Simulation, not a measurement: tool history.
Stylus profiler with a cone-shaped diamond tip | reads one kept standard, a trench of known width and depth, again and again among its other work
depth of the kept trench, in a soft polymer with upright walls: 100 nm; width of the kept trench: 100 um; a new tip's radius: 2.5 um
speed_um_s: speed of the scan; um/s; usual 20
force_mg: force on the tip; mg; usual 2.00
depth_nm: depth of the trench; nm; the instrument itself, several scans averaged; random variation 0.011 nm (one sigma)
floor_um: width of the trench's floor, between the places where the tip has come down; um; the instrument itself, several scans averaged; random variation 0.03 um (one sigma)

Run 1, hour 0.0: usual settings. Result: depth_nm 101.11 nm, floor_um 98.13 um.
Run 2, hour 72.4: usual settings. Result: depth_nm 101.09 nm, floor_um 98.09 um.
Run 3, hour 142.9: usual settings. Result: depth_nm 101.12 nm, floor_um 98.12 um.
Run 4, hour 243.0: usual settings. Result: depth_nm 101.10 nm, floor_um 98.10 um.
Run 5, hour 357.8: usual settings. Result: depth_nm 101.08 nm, floor_um 98.09 um.
Run 6, hour 496.9: usual settings but force_mg 2.12 mg. Result: depth_nm 101.11 nm, floor_um 98.02 um.
Run 7, hour 567.4: usual settings but force_mg 2.12 mg. Result: depth_nm 101.11 nm, floor_um 98.04 um.
Run 8, hour 629.3: usual settings but force_mg 2.12 mg. Result: depth_nm 101.11 nm, floor_um 98.00 um.
Run 9, hour 702.1: usual settings but force_mg 2.12 mg. Result: depth_nm 101.09 nm, floor_um 98.05 um.
Run 10, hour 791.3: usual settings but force_mg 2.12 mg. Result: depth_nm 101.09 nm, floor_um 98.01 um.
Run 11, hour 933.2: usual settings but speed_um_s 11 um/s. Result: depth_nm 101.04 nm, floor_um 98.01 um.
At hour 952.7: height scale calibrated on a step standard.
Run 12, hour 1016.4: usual settings but speed_um_s 11 um/s. Result: depth_nm 101.01 nm, floor_um 97.98 um.
Run 13, hour 1151.2: usual settings. Result: depth_nm 100.98 nm, floor_um 97.98 um.
Run 14, hour 1275.6: usual settings but speed_um_s 21 um/s, force_mg 1.05 mg. Result: depth_nm 100.57 nm, floor_um 97.95 um.
Run 15, hour 1400.4: usual settings but speed_um_s 21 um/s, force_mg 1.05 mg. Result: depth_nm 100.58 nm, floor_um 97.84 um.
At hour 1502.1: height scale calibrated on a step standard, once more.
Run 16, hour 1539.9: usual settings but speed_um_s 8 um/s, force_mg 1.01 mg. Result: depth_nm 100.67 nm, floor_um 97.89 um.
Run 17, hour 1653.9: usual settings but speed_um_s 8 um/s, force_mg 1.01 mg. Result: depth_nm 100.67 nm, floor_um 97.88 um.
Run 18, hour 1749.4: usual settings but speed_um_s 66 um/s. Result: depth_nm 101.09 nm, floor_um 97.72 um.
Run 19, hour 1856.5: usual settings but speed_um_s 14 um/s, force_mg 4.49 mg. Result: depth_nm 101.86 nm, floor_um 97.83 um.
Run 20, hour 1948.1: usual settings but speed_um_s 14 um/s, force_mg 4.49 mg. Result: depth_nm 101.86 nm, floor_um 97.82 um.
Run 21, hour 2056.3: usual settings but speed_um_s 7 um/s, force_mg 0.96 mg. Result: depth_nm 100.61 nm, floor_um 97.86 um.
Run 22, hour 2175.1: usual settings but speed_um_s 7 um/s, force_mg 1.79 mg. Result: depth_nm 100.98 nm, floor_um 97.84 um.
Run 23, hour 2255.0: usual settings but speed_um_s 7 um/s, force_mg 1.79 mg. Result: depth_nm 100.96 nm, floor_um 97.81 um.
Run 24, hour 2392.5: usual settings but speed_um_s 12 um/s, force_mg 1.61 mg. Result: depth_nm 100.86 nm, floor_um 97.80 um.
Run 25, hour 2529.4: usual settings but speed_um_s 16 um/s, force_mg 1.61 mg. Result: depth_nm 100.86 nm, floor_um 97.78 um.

Hidden state or all else? Some run-to-run changes of depth_nm, split into what the settings, what came in and random variation would give without the hidden state, and what is left for the hidden state (with any gauge scatter that isn't in both results):
The hidden state here: radius of the tip, um; height scale over the true one, %; drift of the gauge itself on depth_nm, %; drift of the gauge itself on floor_um, %.
Run 11 -> 12: height scale calibrated on a step standard. depth_nm -0.03 nm: hidden state -0.03, all else +0.00.
Run 15 -> 16: speed_um_s 21 -> 8, force_mg 1.05 -> 1.01, height scale calibrated on a step standard, once more. depth_nm +0.09 nm: hidden state +0.11, all else -0.02.
Run 18 -> 19: speed_um_s 66 -> 14, force_mg 2.00 -> 4.49. depth_nm +0.77 nm: hidden state -0.02, all else +0.79.
Run 20 -> 21: speed_um_s 14 -> 7, force_mg 4.49 -> 0.96. depth_nm -1.25 nm: hidden state -0.01, all else -1.24.
